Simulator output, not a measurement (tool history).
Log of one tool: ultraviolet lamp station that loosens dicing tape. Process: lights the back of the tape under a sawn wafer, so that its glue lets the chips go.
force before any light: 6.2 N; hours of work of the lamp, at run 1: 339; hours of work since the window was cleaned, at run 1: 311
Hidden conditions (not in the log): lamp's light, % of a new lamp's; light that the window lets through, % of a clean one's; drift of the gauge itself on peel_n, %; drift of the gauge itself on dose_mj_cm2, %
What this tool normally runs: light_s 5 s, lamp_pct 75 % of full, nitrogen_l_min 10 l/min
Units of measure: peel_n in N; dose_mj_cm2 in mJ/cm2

run	hour	light_s	lamp_pct	nitrogen_l_min	hours of work of the lamp	hours of work since the window was cleaned	peel_n	dose_mj_cm2
1	0.0	5	75	10	339	311	0.673	211
2	11.4	5	75	10	345	317	0.666	211
3	20.0	5	75	10	350	322	0.679	216
4	33.8	5	75	10	358	330	0.680	208
5	48.5	5	62	10	366	338	0.956	173
# hour 51.5: window cleaned of glue's vapour
6	58.8	5	62	10	372	4	0.714	208
7	68.6	5	100	10	377	10	0.260	332
8	81.9	5	100	10	384	17	0.262	334
9	93.1	5	100	10	391	23	0.274	334
10	103.2	5	75	10	396	29	0.497	245
11	119.9	5	75	10	406	38	0.519	246
12	127.7	5	75	10	410	43	0.514	240
13	140.0	3	66	10	417	50	1.512	131
14	153.9	5	84	3	425	57	1.030	270
15	169.4	5	84	3	433	66	1.059	271
16	178.6	3	88	3	439	71	2.040	167
17	192.0	6	88	11	446	79	0.245	332
18	207.5	3	63	10	455	87	1.714	119
19	215.9	6	75	7	459	92	0.518	284
20	225.6	3	75	10	465	97	1.361	138
21	240.1	5	96	12	473	106	0.291	296
22	251.9	5	96	12	480	112	0.295	297
23	262.1	5	83	10	485	118	0.455	257

What if the next run were any one of these 5? Each begins from the tool's condition after run 23:
A	273.9	9	84	10	492	124	?	?
B	273.9	5	68	19	492	124	?	?
C	273.9	5	83	18	492	124	?	?
D	273.9	5	75	16	492	124	?	?
E	273.9	4	75	8	492	124	?	?

run	peel_n	dose_mj_cm2
A	0.162	461
B	0.457	203
C	0.296	255
D	0.412	225
E	1.036	179
The same runs, with their run-to-run variation unchanged, on a tool lacking any hidden condition would have given:
run	peel_n	dose_mj_cm2
A	0.140	563
B	0.298	249
C	0.200	311
D	0.270	275
E	0.720	220
